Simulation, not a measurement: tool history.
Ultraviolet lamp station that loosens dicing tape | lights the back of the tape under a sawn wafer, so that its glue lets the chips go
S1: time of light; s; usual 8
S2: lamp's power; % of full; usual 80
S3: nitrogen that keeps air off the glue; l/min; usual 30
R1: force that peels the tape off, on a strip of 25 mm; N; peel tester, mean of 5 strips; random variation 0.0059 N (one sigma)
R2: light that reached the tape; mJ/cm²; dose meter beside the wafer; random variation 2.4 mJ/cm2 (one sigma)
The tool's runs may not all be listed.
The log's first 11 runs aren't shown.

run	day	S1	S2	S3	R1	R2
12	6.808	8	84	30	0.137	268
13	7.533	8	84	30	0.148	270
14	8.292	8	84	30	0.139	271
15	9.004	8	84	30	0.127	270
16	9.75	8	84	30	0.136	273
17	10.538	8	80	30	0.16	259
18	11.479	8	62	30	0.322	197
19	12.083	8	62	30	0.318	197
20	12.879	8	62	30	0.315	198
21	13.533	9	80	30	0.116	293
22	13.979	15	66	37	0.083	395
23	14.921	4	81	27	1.016	129
24	15.467	4	81	42	0.767	131
# day 15.667: window cleaned of glue's vapour
25	16.158	4	81	42	0.738	130
26	17.158	7	88	23	0.228	248
27	17.854	7	88	23	0.209	244
28	18.492	4	66	21	1.848	105
29	18.933	8	76	26	0.189	247
30	19.75	8	71	10	0.621	226
31	20.488	5	80	19	0.832	162
32	21.421	5	80	19	0.833	162
33	22.371	5	80	19	0.834	159
34	22.904	8	74	24	0.229	239
35	23.438	11	81	19	0.105	358
36	24.404	11	87	19	0.099	381

Forecast each of these 5 alternatives for the next run:
A	24.821	10	75	44	?	?
B	24.821	8	79	32	?	?
C	24.821	9	73	11	?	?
D	24.821	14	87	32	?	?
E	24.821	8	61	30	?	?

run	R1	R2
A	0.092	303
B	0.155	255
C	0.394	261
D	0.067	487
E	0.321	200
Without the tool's hidden state the same runs would have given:
run	R1	R2
A	0.092	304
B	0.154	255
C	0.392	261
D	0.067	488
E	0.319	200
